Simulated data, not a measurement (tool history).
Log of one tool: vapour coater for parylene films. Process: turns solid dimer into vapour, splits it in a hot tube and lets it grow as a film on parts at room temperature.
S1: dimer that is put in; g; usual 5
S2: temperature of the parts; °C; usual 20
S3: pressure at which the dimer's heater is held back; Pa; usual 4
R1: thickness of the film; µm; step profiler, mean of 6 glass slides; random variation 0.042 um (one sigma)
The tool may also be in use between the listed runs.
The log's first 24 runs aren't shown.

run 25 hour=1084 | S1=5 S2=20 S3=4 | R1=4.48
run 26 hour=1112.1 | S1=5 S2=20 S3=4 | R1=4.45
run 27 hour=1141.5 | S1=3 S2=20 S3=8.22 | R1=2.32
run 28 hour=1197.8 | S1=3 S2=20 S3=8.22 | R1=2.3
run 29 hour=1243.8 | S1=3 S2=18 S3=4 | R1=2.86
run 30 hour=1287.3 | S1=3 S2=18 S3=4 | R1=2.84
run 31 hour=1319 | S1=5 S2=20 S3=4 | R1=4.27
run 32 hour=1363.5 | S1=4 S2=26 S3=4.97 | R1=2.49
run 33 hour=1411.2 | S1=4 S2=26 S3=4.97 | R1=2.48
run 34 hour=1446.3 | S1=4 S2=26 S3=3.6 | R1=2.58
run 35 hour=1503.1 | S1=4 S2=20 S3=4 | R1=3.34
-- hour=1529 trap's valve overhauled
run 36 hour=1537.7 | S1=4 S2=20 S3=4 | R1=3.53
run 37 hour=1576.4 | S1=3 S2=21 S3=2.04 | R1=2.83
run 38 hour=1637.3 | S1=3 S2=21 S3=10.63 | R1=2.06
run 39 hour=1670.6 | S1=3 S2=21 S3=10.63 | R1=2.11
run 40 hour=1705.2 | S1=2 S2=24 S3=6.25 | R1=1.33
run 41 hour=1750.5 | S1=8 S2=21 S3=7.2 | R1=5.89
run 42 hour=1796 | S1=8 S2=14 S3=2.11 | R1=8.69
run 43 hour=1846.5 | S1=8 S2=14 S3=2.11 | R1=8.59
run 44 hour=1890.8 | S1=8 S2=14 S3=2.11 | R1=8.69
run 45 hour=1943.5 | S1=8 S2=20 S3=4 | R1=6.73

5 ways to go on from here, each from the tool as it stands after run 45. What would each give?
-- hour=1962.1 table's thermometer calibrated
run A hour=1975.6 | S1=7 S2=16 S3=4.39 | R1=?
-- hour=1962.1 table's thermometer calibrated
run B hour=1975.6 | S1=5 S2=24 S3=9.39 | R1=?
-- hour=1962.1 table's thermometer calibrated
run C hour=1975.6 | S1=8 S2=18 S3=4.91 | R1=?
-- hour=1962.1 table's thermometer calibrated
run D hour=1975.6 | S1=5 S2=26 S3=4 | R1=?
-- hour=1962.1 table's thermometer calibrated
run E hour=1975.6 | S1=5 S2=20 S3=3.43 | R1=?

run=A R1=7.31
run=B R1=3.21
run=C R1=7.5
run=D R1=3.34
run=E R1=4.53
Without the tool's hidden state the same runs would have given:
run=A R1=7.6
run=B R1=3.33
run=C R1=7.79
run=D R1=3.47
run=E R1=4.71

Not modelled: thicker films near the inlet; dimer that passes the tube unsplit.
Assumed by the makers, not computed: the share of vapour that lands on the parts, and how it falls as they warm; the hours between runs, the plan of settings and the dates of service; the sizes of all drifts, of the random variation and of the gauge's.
